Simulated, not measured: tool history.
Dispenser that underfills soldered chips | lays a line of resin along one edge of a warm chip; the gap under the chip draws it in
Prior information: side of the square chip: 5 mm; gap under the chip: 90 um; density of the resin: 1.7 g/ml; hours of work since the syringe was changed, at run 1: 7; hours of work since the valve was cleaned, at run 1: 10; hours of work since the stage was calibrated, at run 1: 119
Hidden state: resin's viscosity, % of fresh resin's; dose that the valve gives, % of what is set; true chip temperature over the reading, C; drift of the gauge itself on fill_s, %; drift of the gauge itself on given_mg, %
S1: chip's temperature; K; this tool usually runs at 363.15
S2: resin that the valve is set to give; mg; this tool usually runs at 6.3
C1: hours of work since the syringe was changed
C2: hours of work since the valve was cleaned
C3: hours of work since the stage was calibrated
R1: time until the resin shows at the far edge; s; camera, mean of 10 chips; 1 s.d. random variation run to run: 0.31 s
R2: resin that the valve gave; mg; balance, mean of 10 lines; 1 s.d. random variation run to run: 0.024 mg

Run 1, hour 0: usual settings; C1 7; C2 10; C3 119. Result: R1 13.7 s, R2 6.25 mg.
At hour 6.2: new syringe of resin.
Run 2, hour 8.6: usual settings; C1 2; C2 15; C3 124. Result: R1 10.1 s, R2 6.22 mg.
Run 3, hour 15.7: usual settings; C1 7; C2 20; C3 129. Result: R1 12.7 s, R2 6.2 mg.
At hour 22: new syringe of resin.
Run 4, hour 24.3: usual settings but S1 377.15 K; C1 2; C2 26; C3 135. Result: R1 5 s, R2 6.25 mg.
Run 5, hour 29.2: usual settings; C1 5; C2 29; C3 138. Result: R1 12.1 s, R2 6.2 mg.
Run 6, hour 34.1: usual settings but S1 348.15 K; C1 8; C2 33; C3 142. Result: R1 30.7 s, R2 6.16 mg.
At hour 38.6: new syringe of resin.
Run 7, hour 43.4: usual settings but S1 348.15 K; C1 3; C2 39; C3 148. Result: R1 21.9 s, R2 6.15 mg.
Run 8, hour 53.1: usual settings but S1 348.15 K; C1 10; C2 46; C3 155. Result: R1 33.2 s, R2 6.1 mg.
At hour 54.5: new syringe of resin.
Run 9, hour 60.8: usual settings but S1 348.15 K; C1 4; C2 51; C3 160. Result: R1 24.1 s, R2 6.12 mg.
Run 10, hour 68.9: usual settings but S1 348.15 K; C1 10; C2 57; C3 166. Result: R1 33 s, R2 6.07 mg.
At hour 70.7: new syringe of resin.
Run 11, hour 78.2: usual settings but S1 348.15 K; C1 5; C2 63; C3 172. Result: R1 25.9 s, R2 6.09 mg.
At hour 80.9: dispensing valve cleaned and set on the balance.
Run 12, hour 83.6: usual settings but S1 348.15 K; C1 8; C2 2; C3 175. Result: R1 30.7 s, R2 6.29 mg.
At hour 87.9: new syringe of resin.
Run 13, hour 93.9: usual settings but S1 348.15 K; C1 4; C2 9; C3 182. Result: R1 23.6 s, R2 6.25 mg.
Run 14, hour 99.6: usual settings but S1 348.15 K; C1 8; C2 13; C3 186. Result: R1 30.3 s, R2 6.25 mg.
At hour 104.2: new syringe of resin.
Run 15, hour 107.6: usual settings but S1 348.15 K; C1 2; C2 18; C3 191. Result: R1 21.9 s, R2 6.25 mg.
Run 16, hour 118.2: usual settings; C1 10; C2 25; C3 198. Result: R1 14.6 s, R2 6.2 mg.
At hour 120.4: new syringe of resin.
Run 17, hour 124.1: usual settings but S1 356.15 K; C1 3; C2 29; C3 202. Result: R1 14.4 s, R2 6.15 mg.
Run 18, hour 131: usual settings but S1 351.15 K, S2 5.84 mg; C1 7; C2 34; C3 207. Result: R1 24.3 s, R2 5.7 mg.
Run 19, hour 135.4: usual settings but S1 352.15 K, S2 5.84 mg; C1 10; C2 37; C3 210. Result: R1 27.2 s, R2 5.71 mg.
At hour 136.7: new syringe of resin.
Run 20, hour 144.5: usual settings but S1 352.15 K, S2 5.84 mg; C1 5; C2 43; C3 216. Result: R1 21.1 s, R2 5.68 mg.
Run 21, hour 151.1: usual settings but S1 355.15 K, S2 5.84 mg; C1 10; C2 48; C3 221. Result: R1 23.9 s, R2 5.66 mg.
At hour 152.6: new syringe of resin.
Run 22, hour 156.3: usual settings but S1 358.15 K, S2 5.52 mg; C1 3; C2 51; C3 224. Result: R1 13 s, R2 5.34 mg.
Run 23, hour 161.3: usual settings but S1 367.15 K, S2 7.34 mg; C1 6; C2 55; C3 228. Result: R1 10.4 s, R2 7.05 mg.
At hour 169.1: new syringe of resin.
Run 24, hour 171.5: usual settings but S1 367.15 K, S2 7.34 mg; C1 2; C2 62; C3 235. Result: R1 8 s, R2 7.05 mg.
At hour 176.5: dispensing valve cleaned and set on the balance.
Run 25, hour 179.2: usual settings but S1 359.15 K, S2 5.59 mg; C1 6; C2 2; C3 239. Result: R1 15.2 s, R2 5.63 mg.
At hour 186.3: new syringe of resin.
Run 26, hour 187.5: usual settings but S1 372.15 K, S2 7.44 mg; C1 1; C2 7; C3 245. Result: R1 6.1 s, R2 7.35 mg.
Run 27, hour 196: usual settings but S2 6.04 mg; C1 7; C2 13; C3 251. Result: R1 13.4 s, R2 6.03 mg.
At hour 202.1: new syringe of resin.
Run 28, hour 204.7: usual settings but S1 361.15 K, S2 7.42 mg; C1 2; C2 19; C3 257. Result: R1 11 s, R2 7.36 mg.
Run 29, hour 212.5: usual settings but S1 361.15 K, S2 7.42 mg; C1 7; C2 25; C3 262. Result: R1 14.5 s, R2 7.28 mg.
At hour 217.9: new syringe of resin.
Run 30, hour 219.9: usual settings but S1 354.15 K, S2 7.2 mg; C1 1; C2 29; C3 267. Result: R1 14.4 s, R2 7.05 mg.
Run 31, hour 228.6: usual settings but S1 351.15 K, S2 5.47 mg; C1 7; C2 36; C3 273. Result: R1 24.7 s, R2 5.34 mg.

Alternative continuations, all from the tool just after run 31; predict every row:
At hour 234.2: new syringe of resin.
Run A, hour 234.9: usual settings but S1 375.15 K, S2 5.51 mg; C1 0; C2 40; C3 277. Result: R1 ?, R2 ?.
At hour 234.2: new syringe of resin.
Run B, hour 234.9: usual settings but S1 356.15 K, S2 7.79 mg; C1 0; C2 40; C3 277. Result: R1 ?, R2 ?.
At hour 234.2: new syringe of resin.
Run C, hour 234.9: usual settings but S1 362.15 K, S2 7.47 mg; C1 0; C2 40; C3 277. Result: R1 ?, R2 ?.
At hour 234.2: new syringe of resin.
Run D, hour 234.9: usual settings but S1 351.15 K, S2 6.43 mg; C1 0; C2 40; C3 277. Result: R1 ?, R2 ?.

run    R1    R2
  A     5  5.42
  B  12.3  7.61
  C     9  7.29
  D  15.8  6.23
What these runs would have given with no unlogged condition in the tool:
run    R1    R2
  A   5.1  5.56
  B  12.7   7.8
  C   9.2  7.47
  D  16.3  6.39

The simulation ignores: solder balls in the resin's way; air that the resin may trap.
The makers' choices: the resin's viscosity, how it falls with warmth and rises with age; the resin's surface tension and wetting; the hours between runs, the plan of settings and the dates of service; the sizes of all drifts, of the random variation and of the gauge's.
